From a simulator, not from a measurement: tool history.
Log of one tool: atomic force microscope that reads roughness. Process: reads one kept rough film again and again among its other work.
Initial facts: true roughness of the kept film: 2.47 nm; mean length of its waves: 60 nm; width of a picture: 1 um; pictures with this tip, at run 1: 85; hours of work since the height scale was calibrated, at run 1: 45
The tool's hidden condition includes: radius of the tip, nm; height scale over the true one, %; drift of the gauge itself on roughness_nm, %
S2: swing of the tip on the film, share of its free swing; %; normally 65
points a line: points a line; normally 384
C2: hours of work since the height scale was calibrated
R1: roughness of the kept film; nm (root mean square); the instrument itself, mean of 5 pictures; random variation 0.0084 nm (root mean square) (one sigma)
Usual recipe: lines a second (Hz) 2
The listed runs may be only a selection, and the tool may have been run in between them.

Run 1, hour 0: usual settings; pictures with this tip 85; C2 45. Result: R1 2.218 nm (root mean square).
Run 2, hour 4.5: usual settings; pictures with this tip 93; C2 48. Result: R1 2.22 nm (root mean square).
Run 3, hour 8.9: usual settings; pictures with this tip 101; C2 50. Result: R1 2.219 nm (root mean square).
Run 4, hour 15: usual settings; pictures with this tip 111; C2 53. Result: R1 2.222 nm (root mean square).
Run 5, hour 21.8: usual settings; pictures with this tip 124; C2 57. Result: R1 2.215 nm (root mean square).
Run 6, hour 26.8: usual settings; pictures with this tip 132; C2 60. Result: R1 2.211 nm (root mean square).
Run 7, hour 32.5: usual settings; pictures with this tip 143; C2 63. Result: R1 2.222 nm (root mean square).
Run 8, hour 38: usual settings; pictures with this tip 153; C2 66. Result: R1 2.218 nm (root mean square).
Run 9, hour 43.7: usual settings; pictures with this tip 163; C2 69. Result: R1 2.213 nm (root mean square).
Run 10, hour 49: usual settings; pictures with this tip 172; C2 72. Result: R1 2.218 nm (root mean square).
Run 11, hour 54.2: usual settings; pictures with this tip 182; C2 75. Result: R1 2.219 nm (root mean square).
Run 12, hour 58.5: usual settings; pictures with this tip 189; C2 77. Result: R1 2.209 nm (root mean square).
Run 13, hour 67: usual settings but lines a second (Hz) 3.4; pictures with this tip 204; C2 82. Result: R1 2.096 nm (root mean square).
Run 14, hour 75.6: usual settings; pictures with this tip 220; C2 87. Result: R1 2.214 nm (root mean square).
Run 15, hour 83: usual settings but points a line 627; pictures with this tip 233; C2 91. Result: R1 2.212 nm (root mean square).
Run 16, hour 86.9: usual settings; pictures with this tip 240; C2 93. Result: R1 2.212 nm (root mean square).
Run 17, hour 95.5: usual settings but lines a second (Hz) 2.81; pictures with this tip 255; C2 98. Result: R1 2.131 nm (root mean square).
Run 18, hour 102.7: usual settings but lines a second (Hz) 2.81; pictures with this tip 268; C2 102. Result: R1 2.133 nm (root mean square).
Run 19, hour 110.2: usual settings but lines a second (Hz) 2.81; pictures with this tip 282; C2 106. Result: R1 2.148 nm (root mean square).
Run 20, hour 118.1: usual settings but lines a second (Hz) 2.81; pictures with this tip 296; C2 110. Result: R1 2.132 nm (root mean square).
Run 21, hour 126.8: usual settings but lines a second (Hz) 2.81; pictures with this tip 311; C2 115. Result: R1 2.131 nm (root mean square).
Run 22, hour 136.1: usual settings but lines a second (Hz) 0.59, S2 57 %, points a line 555; pictures with this tip 328; C2 120. Result: R1 2.38 nm (root mean square).
Run 23, hour 142.5: usual settings but lines a second (Hz) 2.35, S2 57 %, points a line 744; pictures with this tip 339; C2 124. Result: R1 2.264 nm (root mean square).
Run 24, hour 150: usual settings but lines a second (Hz) 2.35, S2 57 %, points a line 744; pictures with this tip 353; C2 128. Result: R1 2.273 nm (root mean square).
Run 25, hour 158: usual settings but lines a second (Hz) 2.35, S2 57 %, points a line 744; pictures with this tip 367; C2 132. Result: R1 2.263 nm (root mean square).
At hour 160: new tip fitted.
Run 26, hour 166.8: usual settings but lines a second (Hz) 2.35, S2 57 %, points a line 744; pictures with this tip 12; C2 137. Result: R1 2.275 nm (root mean square).
Run 27, hour 174.6: usual settings but lines a second (Hz) 2.35, S2 57 %, points a line 744; pictures with this tip 26; C2 141. Result: R1 2.292 nm (root mean square).
Run 28, hour 182: usual settings but S2 58 %, points a line 531; pictures with this tip 39; C2 145. Result: R1 2.286 nm (root mean square).
Run 29, hour 187.3: usual settings but lines a second (Hz) 0.53, S2 64 %, points a line 264; pictures with this tip 48; C2 148. Result: R1 2.365 nm (root mean square).
Run 30, hour 192.7: usual settings but lines a second (Hz) 0.53, S2 64 %, points a line 264; pictures with this tip 58; C2 151. Result: R1 2.384 nm (root mean square).
Run 31, hour 200.9: usual settings but lines a second (Hz) 2.42, S2 64 %, points a line 264; pictures with this tip 73; C2 156. Result: R1 2.187 nm (root mean square).
Run 32, hour 210.3: usual settings but lines a second (Hz) 1.98, S2 60 %, points a line 572; pictures with this tip 90; C2 161. Result: R1 2.278 nm (root mean square).
Run 33, hour 218.4: usual settings but lines a second (Hz) 0.66; pictures with this tip 104; C2 165. Result: R1 2.337 nm (root mean square).
Run 34, hour 226.4: usual settings but lines a second (Hz) 1.71, S2 57 %; pictures with this tip 118; C2 170. Result: R1 2.301 nm (root mean square).
Run 35, hour 234.3: usual settings but lines a second (Hz) 1.71, S2 57 %; pictures with this tip 133; C2 174. Result: R1 2.32 nm (root mean square).
Run 36, hour 238.9: usual settings but lines a second (Hz) 1.96, S2 78 %; pictures with this tip 141; C2 177. Result: R1 2.055 nm (root mean square).
Run 37, hour 245.6: usual settings but lines a second (Hz) 0.93, S2 84 %, points a line 378; pictures with this tip 153; C2 180. Result: R1 2.155 nm (root mean square).
Run 38, hour 251.7: usual settings but lines a second (Hz) 0.92, S2 62 %, points a line 840; pictures with this tip 163; C2 184. Result: R1 2.338 nm (root mean square).
Run 39, hour 260.2: usual settings but lines a second (Hz) 1.84, points a line 893; pictures with this tip 179; C2 188. Result: R1 2.217 nm (root mean square).
Run 40, hour 264.1: usual settings but lines a second (Hz) 1.84, points a line 893; pictures with this tip 186; C2 191. Result: R1 2.237 nm (root mean square).
Run 41, hour 273.4: usual settings but lines a second (Hz) 1.84, points a line 893; pictures with this tip 202; C2 196. Result: R1 2.224 nm (root mean square).

What if the next run were any one of these 5? Each begins from the tool's condition after run 41:
Run A, hour 277.6: usual settings but lines a second (Hz) 0.62, S2 56 %, points a line 481; pictures with this tip 210; C2 198. Result: R1 ?.
Run B, hour 277.6: usual settings but lines a second (Hz) 2.84, points a line 406; pictures with this tip 210; C2 198. Result: R1 ?.
Run C, hour 277.6: usual settings but points a line 606; pictures with this tip 210; C2 198. Result: R1 ?.
Run D, hour 277.6: usual settings but lines a second (Hz) 0.99, S2 64 %, points a line 263; pictures with this tip 210; C2 198. Result: R1 ?.
Run E, hour 277.6: usual settings but S2 75 %; pictures with this tip 210; C2 198. Result: R1 ?.

run     R1
  A  2.374
  B  2.142
  C   2.21
  D  2.314
  E  2.071
The same runs, with their run-to-run variation unchanged, on a tool lacking any hidden condition would have given:
run     R1
  A  2.379
  B  2.147
  C  2.215
  D  2.319
  E  2.076
